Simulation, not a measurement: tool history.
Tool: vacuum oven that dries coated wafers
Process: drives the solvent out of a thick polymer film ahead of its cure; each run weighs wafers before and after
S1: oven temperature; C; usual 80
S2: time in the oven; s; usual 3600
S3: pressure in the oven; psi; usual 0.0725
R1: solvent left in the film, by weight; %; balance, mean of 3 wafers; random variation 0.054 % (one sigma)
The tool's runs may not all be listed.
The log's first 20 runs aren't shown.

run,day,S1,S2,S3,R1
21,29.008,80,3600,0.0725,3.00
22,30.783,80,4440,0.0725,2.03
23,31.579,80,4440,0.0725,2.06
24,33.167,80,4200,0.0725,2.22
25,34.575,89,5820,0.1846,0.99
26,35.962,89,5820,0.1846,0.86
27,37.521,92,3300,0.0725,0.64
28,38.612,92,3660,0.0725,0.46
29,39.871,92,3660,0.0725,0.54
30,40.812,92,3660,0.0725,0.52
31,42.517,80,5880,0.1575,1.67
32,43.633,80,5880,0.1575,1.56
33,45.454,80,6120,0.1883,1.73
34,46.383,81,3180,0.1883,3.63
35,47.900,78,3180,0.2540,5.22
36,49.304,88,1860,0.2042,3.78
37,50.596,88,2580,0.1424,2.04

Run 38 comes next. What will it give?
38,52.433,88,2580,0.1424,?

{"run 38": {"R1": 2.15}}
Without the tool's hidden state the same run would have given R1 2.72 %.
